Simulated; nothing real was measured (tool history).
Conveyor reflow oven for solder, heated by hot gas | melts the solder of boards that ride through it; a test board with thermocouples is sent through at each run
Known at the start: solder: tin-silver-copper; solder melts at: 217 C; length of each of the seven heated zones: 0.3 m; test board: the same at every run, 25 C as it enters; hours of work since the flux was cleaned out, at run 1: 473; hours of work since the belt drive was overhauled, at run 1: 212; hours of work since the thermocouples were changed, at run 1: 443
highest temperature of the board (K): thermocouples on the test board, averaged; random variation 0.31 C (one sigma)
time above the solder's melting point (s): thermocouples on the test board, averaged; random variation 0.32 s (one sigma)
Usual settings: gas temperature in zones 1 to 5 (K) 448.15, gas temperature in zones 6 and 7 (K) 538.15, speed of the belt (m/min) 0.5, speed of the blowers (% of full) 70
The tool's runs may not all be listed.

| run | hour | gas temperature in zones 1 to 5 (K) | gas temperature in zones 6 and 7 (K) | speed of the belt (m/min) | speed of the blowers (% of full) | hours of work since the flux was cleaned out | hours of work since the belt drive was overhauled | hours of work since the thermocouples were changed | highest temperature of the board (K) | time above the solder's melting point (s) |
|---|---|---|---|---|---|---|---|---|---|---|
| 1 | 0 | 448.15 | 538.15 | 0.5 | 70 | 473 | 212 | 443 | 519.05 | 47.3 |
| 2 | 20.4 | 448.15 | 538.15 | 0.5 | 70 | 483 | 222 | 453 | 518.05 | 47.6 |
|  | 34.8 | flux residue cleaned out of gas plates and filters |
| 3 | 39.4 | 448.15 | 538.15 | 0.5 | 65 | 2 | 229 | 460 | 516.55 | 45.5 |
| 4 | 56 | 448.15 | 538.15 | 0.5 | 65 | 10 | 237 | 468 | 516.55 | 45.1 |
| 5 | 66.1 | 448.15 | 538.15 | 0.5 | 65 | 15 | 242 | 473 | 516.85 | 45.6 |
| 6 | 84.3 | 448.15 | 538.15 | 0.5 | 65 | 24 | 251 | 482 | 516.05 | 45.9 |
| 7 | 98.5 | 448.15 | 538.15 | 0.488 | 70 | 31 | 258 | 489 | 519.55 | 50.2 |
| 8 | 110.2 | 448.15 | 538.15 | 0.488 | 70 | 37 | 264 | 495 | 519.65 | 49.5 |
| 9 | 122.8 | 448.15 | 538.15 | 0.488 | 70 | 43 | 270 | 501 | 518.75 | 50.5 |
| 10 | 132.1 | 448.15 | 538.15 | 0.5 | 70 | 48 | 275 | 506 | 518.55 | 47.7 |
| 11 | 149.5 | 448.15 | 538.15 | 0.5 | 67 | 56 | 283 | 514 | 517.05 | 46.3 |
| 12 | 160 | 448.15 | 538.15 | 0.507 | 67 | 62 | 289 | 519 | 517.25 | 45.8 |
| 13 | 180.7 | 448.15 | 538.15 | 0.507 | 70 | 72 | 299 | 529 | 518.45 | 46.9 |
| 14 | 199.2 | 448.15 | 538.15 | 0.507 | 70 | 81 | 308 | 539 | 518.35 | 45.8 |
| 15 | 216.4 | 448.15 | 538.15 | 0.507 | 51 | 89 | 316 | 547 | 510.75 | 37 |
| 16 | 228.9 | 454.15 | 538.15 | 0.507 | 59 | 95 | 322 | 553 | 516.15 | 45.7 |
| 17 | 243.7 | 448.15 | 547.15 | 0.559 | 70 | 103 | 330 | 560 | 520.95 | 43.3 |
| 18 | 262.4 | 448.15 | 538.15 | 0.5 | 67 | 112 | 339 | 570 | 517.75 | 46.3 |
| 19 | 283.1 | 454.15 | 538.15 | 0.466 | 70 | 122 | 349 | 580 | 522.15 | 57.5 |
| 20 | 297.1 | 437.15 | 538.15 | 0.5 | 75 | 129 | 356 | 587 | 517.75 | 43.8 |
| 21 | 317.8 | 437.15 | 538.15 | 0.5 | 75 | 139 | 366 | 597 | 517.55 | 43.9 |
| 22 | 331.1 | 446.15 | 538.15 | 0.519 | 52 | 146 | 373 | 603 | 508.75 | 33.8 |
| 23 | 346.3 | 453.15 | 538.15 | 0.5 | 70 | 153 | 380 | 611 | 520.05 | 50.5 |
| 24 | 357.9 | 457.15 | 545.15 | 0.5 | 76 | 159 | 386 | 617 | 528.55 | 58.8 |
| 25 | 368.4 | 457.15 | 545.15 | 0.5 | 76 | 164 | 391 | 622 | 528.35 | 58.2 |
| 26 | 380.5 | 457.15 | 545.15 | 0.5 | 61 | 170 | 397 | 628 | 522.85 | 53.4 |
| 27 | 401.7 | 457.15 | 545.15 | 0.5 | 61 | 180 | 407 | 638 | 522.75 | 54.3 |
| 28 | 420.2 | 451.15 | 545.15 | 0.5 | 55 | 189 | 416 | 647 | 518.65 | 47.5 |
| 29 | 439.4 | 452.15 | 535.15 | 0.466 | 66 | 199 | 426 | 657 | 517.85 | 52.7 |
| 30 | 453.3 | 452.15 | 535.15 | 0.466 | 66 | 206 | 433 | 663 | 518.15 | 52.8 |

Hidden state at the last listed run before each entry between runs and at the first one after, where it differs:
Between runs 2 and 3: flux residue cleaned out of gas plates and filters (hour 34.8)
  heat that the gas passes to the board, % of a clean oven's: 99.6 -> 100
